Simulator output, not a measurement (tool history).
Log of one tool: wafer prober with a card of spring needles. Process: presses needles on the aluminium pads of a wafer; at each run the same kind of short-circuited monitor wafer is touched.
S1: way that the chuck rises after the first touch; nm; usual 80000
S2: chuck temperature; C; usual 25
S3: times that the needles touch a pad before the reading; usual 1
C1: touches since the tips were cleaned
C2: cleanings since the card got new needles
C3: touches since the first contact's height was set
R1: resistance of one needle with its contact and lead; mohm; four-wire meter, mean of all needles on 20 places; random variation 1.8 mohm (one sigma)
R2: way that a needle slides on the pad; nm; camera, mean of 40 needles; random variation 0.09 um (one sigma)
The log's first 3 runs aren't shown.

At hour 25.9: tips cleaned on abrasive film.
Run 4, hour 28.7: usual settings but S1 62000 nm; C1 631; C2 10; C3 28190. Result: R1 207 mohm, R2 16450 nm.
Run 5, hour 35.8: usual settings but S2 81 C; C1 2160; C2 10; C3 29719. Result: R1 225 mohm, R2 21310 nm.
At hour 37.2: tips cleaned on abrasive film.
Run 6, hour 48.0: usual settings but S2 81 C; C1 2359; C2 11; C3 32372. Result: R1 232 mohm, R2 21250 nm.
At hour 48.8: tips cleaned on abrasive film.
At hour 60.5: tips cleaned on abrasive film.
Run 7, hour 63.3: usual settings but S2 81 C; C1 601; C2 13; C3 35656. Result: R1 206 mohm, R2 21220 nm.
At hour 71.7: tips cleaned on abrasive film.
Run 8, hour 77.1: usual settings; C1 1179; C2 14; C3 38658. Result: R1 207 mohm, R2 21250 nm.
At hour 82.8: tips cleaned on abrasive film.
Run 9, hour 90.1: usual settings; C1 1595; C2 15; C3 41477. Result: R1 210 mohm, R2 21260 nm.
At hour 93.8: tips cleaned on abrasive film.
Run 10, hour 102.0: usual settings; C1 1783; C2 16; C3 44036. Result: R1 214 mohm, R2 21080 nm.
At hour 105.3: tips cleaned on abrasive film.
Run 11, hour 108.4: usual settings but S1 61000 nm; C1 686; C2 17; C3 45421. Result: R1 210 mohm, R2 16010 nm.
Run 12, hour 116.0: usual settings; C1 2333; C2 17; C3 47068. Result: R1 223 mohm, R2 21120 nm.
At hour 116.8: tips cleaned on abrasive film.
Run 13, hour 123.1: usual settings but S3 3; C1 1374; C2 18; C3 48610. Result: R1 195 mohm, R2 21170 nm.
At hour 127.9: tips cleaned on abrasive film.
Run 14, hour 131.1: usual settings but S2 95 C, S3 3; C1 716; C2 19; C3 50337. Result: R1 205 mohm, R2 21100 nm.
At hour 139.1: tips cleaned on abrasive film.
Run 15, hour 144.8: usual settings but S2 120 C, S3 3; C1 1245; C2 20; C3 53294. Result: R1 214 mohm, R2 21040 nm.
At hour 150.9: tips cleaned on abrasive film.
Run 16, hour 156.1: usual settings but S2 120 C, S3 3; C1 1131; C2 21; C3 55742. Result: R1 214 mohm, R2 21010 nm.
At hour 162.5: tips cleaned on abrasive film.
Run 17, hour 169.9: usual settings but S2 120 C, S3 3; C1 1614; C2 22; C3 58735. Result: R1 208 mohm, R2 21040 nm.
At hour 174.3: tips cleaned on abrasive film.
Run 18, hour 184.6: usual settings but S2 120 C, S3 3; C1 2244; C2 23; C3 61905. Result: R1 213 mohm, R2 21050 nm.
At hour 185.7: tips cleaned on abrasive film.
At hour 197.0: tips cleaned on abrasive film.
Run 19, hour 200.1: usual settings; C1 673; C2 25; C3 65258. Result: R1 200 mohm, R2 21040 nm.
At hour 208.1: tips cleaned on abrasive film.
Run 20, hour 211.3: usual settings but S1 71000 nm, S2 44 C, S3 2; C1 698; C2 26; C3 67667. Result: R1 199 mohm, R2 18610 nm.
At hour 219.2: tips cleaned on abrasive film.
Run 21, hour 220.5: usual settings but S1 72000 nm, S2 44 C, S3 2; C1 289; C2 27; C3 69669. Result: R1 198 mohm, R2 18830 nm.
At hour 230.8: tips cleaned on abrasive film.
Run 22, hour 231.9: usual settings but S1 63000 nm, S2 119 C; C1 241; C2 28; C3 72125. Result: R1 221 mohm, R2 16410 nm.
Run 23, hour 239.1: usual settings but S2 49 C, S3 3; C1 1823; C2 28; C3 73707. Result: R1 199 mohm, R2 20950 nm.
At hour 242.4: tips cleaned on abrasive film.
Run 24, hour 250.3: usual settings but S2 49 C, S3 3; C1 1728; C2 29; C3 76116. Result: R1 201 mohm, R2 21080 nm.

The next listed run, before its measurement:
At hour 254.2: tips cleaned on abrasive film.
Run 25, hour 263.2: usual settings but S1 97000 nm, S2 65 C; C1 1967; C2 30; C3 78911. Result: R1 ?, R2 ?.

Run 25 gave R1 215 mohm, R2 25500 nm.
Without the tool's hidden state the same run would have given R1 192 mohm, R2 25940 nm.
